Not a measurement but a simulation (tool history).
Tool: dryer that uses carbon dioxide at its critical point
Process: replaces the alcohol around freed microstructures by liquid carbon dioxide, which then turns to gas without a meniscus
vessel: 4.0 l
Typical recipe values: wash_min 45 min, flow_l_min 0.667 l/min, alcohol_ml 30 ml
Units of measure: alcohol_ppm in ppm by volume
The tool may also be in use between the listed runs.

run 1 hour=0.0 | wash_min=45 flow_l_min=0.667 alcohol_ml=30 | alcohol_ppm=71
run 2 hour=36.1 | wash_min=45 flow_l_min=0.667 alcohol_ml=30 | alcohol_ppm=58
run 3 hour=66.9 | wash_min=45 flow_l_min=0.667 alcohol_ml=30 | alcohol_ppm=62
run 4 hour=104.4 | wash_min=45 flow_l_min=1.118 alcohol_ml=30 | alcohol_ppm=43
run 5 hour=128.3 | wash_min=45 flow_l_min=1.118 alcohol_ml=105 | alcohol_ppm=44
run 6 hour=150.9 | wash_min=45 flow_l_min=0.667 alcohol_ml=30 | alcohol_ppm=73
run 7 hour=172.9 | wash_min=45 flow_l_min=0.667 alcohol_ml=30 | alcohol_ppm=82
run 8 hour=189.1 | wash_min=45 flow_l_min=0.667 alcohol_ml=68 | alcohol_ppm=114
run 9 hour=223.2 | wash_min=45 flow_l_min=0.510 alcohol_ml=68 | alcohol_ppm=313
run 10 hour=254.6 | wash_min=45 flow_l_min=0.510 alcohol_ml=68 | alcohol_ppm=323
run 11 hour=290.3 | wash_min=45 flow_l_min=0.510 alcohol_ml=68 | alcohol_ppm=310
run 12 hour=312.0 | wash_min=45 flow_l_min=0.510 alcohol_ml=68 | alcohol_ppm=308
run 13 hour=335.9 | wash_min=45 flow_l_min=0.510 alcohol_ml=68 | alcohol_ppm=331
run 14 hour=360.8 | wash_min=45 flow_l_min=0.510 alcohol_ml=68 | alcohol_ppm=336
run 15 hour=390.3 | wash_min=45 flow_l_min=0.510 alcohol_ml=68 | alcohol_ppm=332
run 16 hour=406.6 | wash_min=45 flow_l_min=0.510 alcohol_ml=68 | alcohol_ppm=330
run 17 hour=436.9 | wash_min=45 flow_l_min=0.510 alcohol_ml=68 | alcohol_ppm=339
run 18 hour=458.2 | wash_min=42 flow_l_min=0.510 alcohol_ml=91 | alcohol_ppm=554
run 19 hour=489.1 | wash_min=37 flow_l_min=0.667 alcohol_ml=30 | alcohol_ppm=151
run 20 hour=522.5 | wash_min=57 flow_l_min=0.452 alcohol_ml=26 | alcohol_ppm=133
run 21 hour=559.2 | wash_min=35 flow_l_min=1.032 alcohol_ml=114 | alcohol_ppm=100
run 22 hour=578.5 | wash_min=35 flow_l_min=0.489 alcohol_ml=114 | alcohol_ppm=1446
run 23 hour=607.3 | wash_min=35 flow_l_min=0.489 alcohol_ml=114 | alcohol_ppm=1413
run 24 hour=637.6 | wash_min=40 flow_l_min=1.110 alcohol_ml=82 | alcohol_ppm=74
run 25 hour=669.6 | wash_min=45 flow_l_min=0.804 alcohol_ml=58 | alcohol_ppm=81
run 26 hour=700.4 | wash_min=56 flow_l_min=0.802 alcohol_ml=30 | alcohol_ppm=71
run 27 hour=724.6 | wash_min=56 flow_l_min=0.802 alcohol_ml=30 | alcohol_ppm=83
run 28 hour=747.3 | wash_min=56 flow_l_min=0.802 alcohol_ml=30 | alcohol_ppm=82
run 29 hour=771.3 | wash_min=56 flow_l_min=0.802 alcohol_ml=30 | alcohol_ppm=81
run 30 hour=808.0 | wash_min=56 flow_l_min=0.802 alcohol_ml=30 | alcohol_ppm=84
run 31 hour=845.7 | wash_min=56 flow_l_min=0.985 alcohol_ml=37 | alcohol_ppm=86

3 options for the next run, each taken on its own from the tool as it stands now. Forecast them:
run A hour=868.8 | wash_min=36 flow_l_min=1.130 alcohol_ml=60 | alcohol_ppm=?
run B hour=868.8 | wash_min=45 flow_l_min=0.728 alcohol_ml=88 | alcohol_ppm=?
run C hour=868.8 | wash_min=45 flow_l_min=0.595 alcohol_ml=30 | alcohol_ppm=?

run=A alcohol_ppm=103
run=B alcohol_ppm=146
run=C alcohol_ppm=145
With the hidden condition removed and each run's random variation left untouched, the same runs would have given:
run=A alcohol_ppm=21
run=B alcohol_ppm=50
run=C alcohol_ppm=52
